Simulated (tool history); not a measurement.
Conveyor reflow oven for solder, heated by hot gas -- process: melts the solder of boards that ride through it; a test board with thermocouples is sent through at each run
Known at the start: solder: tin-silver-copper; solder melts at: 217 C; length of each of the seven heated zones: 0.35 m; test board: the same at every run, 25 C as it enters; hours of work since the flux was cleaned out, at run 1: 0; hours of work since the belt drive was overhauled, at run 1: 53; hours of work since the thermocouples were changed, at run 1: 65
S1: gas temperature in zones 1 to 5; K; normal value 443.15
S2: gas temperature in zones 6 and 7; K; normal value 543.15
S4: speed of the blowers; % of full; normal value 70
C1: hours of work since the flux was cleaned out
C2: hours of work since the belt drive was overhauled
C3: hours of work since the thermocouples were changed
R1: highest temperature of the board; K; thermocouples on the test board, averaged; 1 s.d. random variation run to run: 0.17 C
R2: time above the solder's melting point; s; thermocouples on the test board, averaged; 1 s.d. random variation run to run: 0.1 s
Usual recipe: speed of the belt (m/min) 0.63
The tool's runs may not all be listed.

run 1 hour=0 | S1=443.15 S2=543.15 speed_of_the_belt_(m/min)=0.63 S4=70 | C1=0 C2=53 C3=65 | R1=524.25 R2=47.2
run 2 hour=7.1 | S1=443.15 S2=543.15 speed_of_the_belt_(m/min)=0.63 S4=70 | C1=4 C2=57 C3=69 | R1=524.25 R2=47
run 3 hour=14.2 | S1=443.15 S2=538.15 speed_of_the_belt_(m/min)=0.63 S4=70 | C1=8 C2=61 C3=73 | R1=519.75 R2=44.3
run 4 hour=19.6 | S1=443.15 S2=538.15 speed_of_the_belt_(m/min)=0.63 S4=70 | C1=11 C2=64 C3=76 | R1=519.75 R2=44.1
run 5 hour=23.8 | S1=443.15 S2=543.15 speed_of_the_belt_(m/min)=0.56 S4=70 | C1=13 C2=66 C3=78 | R1=527.65 R2=56.7
run 6 hour=31.7 | S1=443.15 S2=543.15 speed_of_the_belt_(m/min)=0.56 S4=70 | C1=18 C2=71 C3=83 | R1=527.75 R2=56.7
run 7 hour=40.2 | S1=443.15 S2=543.15 speed_of_the_belt_(m/min)=0.56 S4=70 | C1=22 C2=75 C3=88 | R1=527.75 R2=56.6
run 8 hour=44.8 | S1=443.15 S2=543.15 speed_of_the_belt_(m/min)=0.56 S4=70 | C1=25 C2=78 C3=90 | R1=527.85 R2=56.9
run 9 hour=51.1 | S1=443.15 S2=543.15 speed_of_the_belt_(m/min)=0.56 S4=70 | C1=29 C2=81 C3=94 | R1=527.75 R2=56.7
run 10 hour=57.1 | S1=443.15 S2=543.15 speed_of_the_belt_(m/min)=0.63 S4=70 | C1=32 C2=85 C3=97 | R1=524.15 R2=47.4
run 11 hour=64.1 | S1=443.15 S2=543.15 speed_of_the_belt_(m/min)=0.567 S4=70 | C1=36 C2=89 C3=101 | R1=527.55 R2=55.8
run 12 hour=71.5 | S1=443.15 S2=543.15 speed_of_the_belt_(m/min)=0.63 S4=70 | C1=40 C2=93 C3=105 | R1=524.15 R2=47
run 13 hour=76.4 | S1=443.15 S2=543.15 speed_of_the_belt_(m/min)=0.63 S4=70 | C1=43 C2=96 C3=108 | R1=523.85 R2=47
run 14 hour=85.7 | S1=443.15 S2=555.15 speed_of_the_belt_(m/min)=0.63 S4=70 | C1=48 C2=101 C3=113 | R1=534.15 R2=53
run 15 hour=90.7 | S1=443.15 S2=555.15 speed_of_the_belt_(m/min)=0.63 S4=70 | C1=51 C2=104 C3=116 | R1=534.35 R2=53.1
run 16 hour=95 | S1=435.15 S2=552.15 speed_of_the_belt_(m/min)=0.654 S4=65 | C1=53 C2=106 C3=118 | R1=526.45 R2=44.2
run 17 hour=98.9 | S1=435.15 S2=552.15 speed_of_the_belt_(m/min)=0.654 S4=65 | C1=55 C2=108 C3=120 | R1=526.45 R2=44.3
run 18 hour=106.6 | S1=435.15 S2=552.15 speed_of_the_belt_(m/min)=0.654 S4=65 | C1=59 C2=112 C3=125 | R1=526.55 R2=44.1
run 19 hour=112 | S1=456.15 S2=554.15 speed_of_the_belt_(m/min)=0.661 S4=86 | C1=63 C2=115 C3=128 | R1=538.55 R2=56.4
run 20 hour=119.9 | S1=453.15 S2=536.15 speed_of_the_belt_(m/min)=0.661 S4=86 | C1=67 C2=120 C3=132 | R1=522.85 R2=47.8
run 21 hour=123.7 | S1=453.15 S2=536.15 speed_of_the_belt_(m/min)=0.661 S4=86 | C1=69 C2=122 C3=134 | R1=522.45 R2=47.9
run 22 hour=128.5 | S1=453.15 S2=536.15 speed_of_the_belt_(m/min)=0.661 S4=86 | C1=72 C2=125 C3=137 | R1=522.05 R2=47.9
run 23 hour=137.1 | S1=453.15 S2=536.15 speed_of_the_belt_(m/min)=0.661 S4=86 | C1=77 C2=129 C3=142 | R1=522.35 R2=47.8
run 24 hour=145.1 | S1=455.15 S2=536.15 speed_of_the_belt_(m/min)=0.667 S4=86 | C1=81 C2=134 C3=146 | R1=522.55 R2=48.1
run 25 hour=152.8 | S1=455.15 S2=545.15 speed_of_the_belt_(m/min)=0.736 S4=66 | C1=85 C2=138 C3=150 | R1=521.15 R2=40.7
run 26 hour=160.4 | S1=444.15 S2=545.15 speed_of_the_belt_(m/min)=0.736 S4=68 | C1=90 C2=142 C3=155 | R1=519.25 R2=36.5

Run 27, settings as shown, results not yet in. Your forecast:
run 27 hour=169.7 | S1=448.15 S2=543.15 speed_of_the_belt_(m/min)=0.502 S4=70 | C1=95 C2=148 C3=160 | R1=? R2=?

Run 27 yielded R1 531.55 K, R2 68.4 s.
On a tool with no hidden condition, and with the same random variation, this run would have come out at R1 531.55 K, R2 68.4 s.
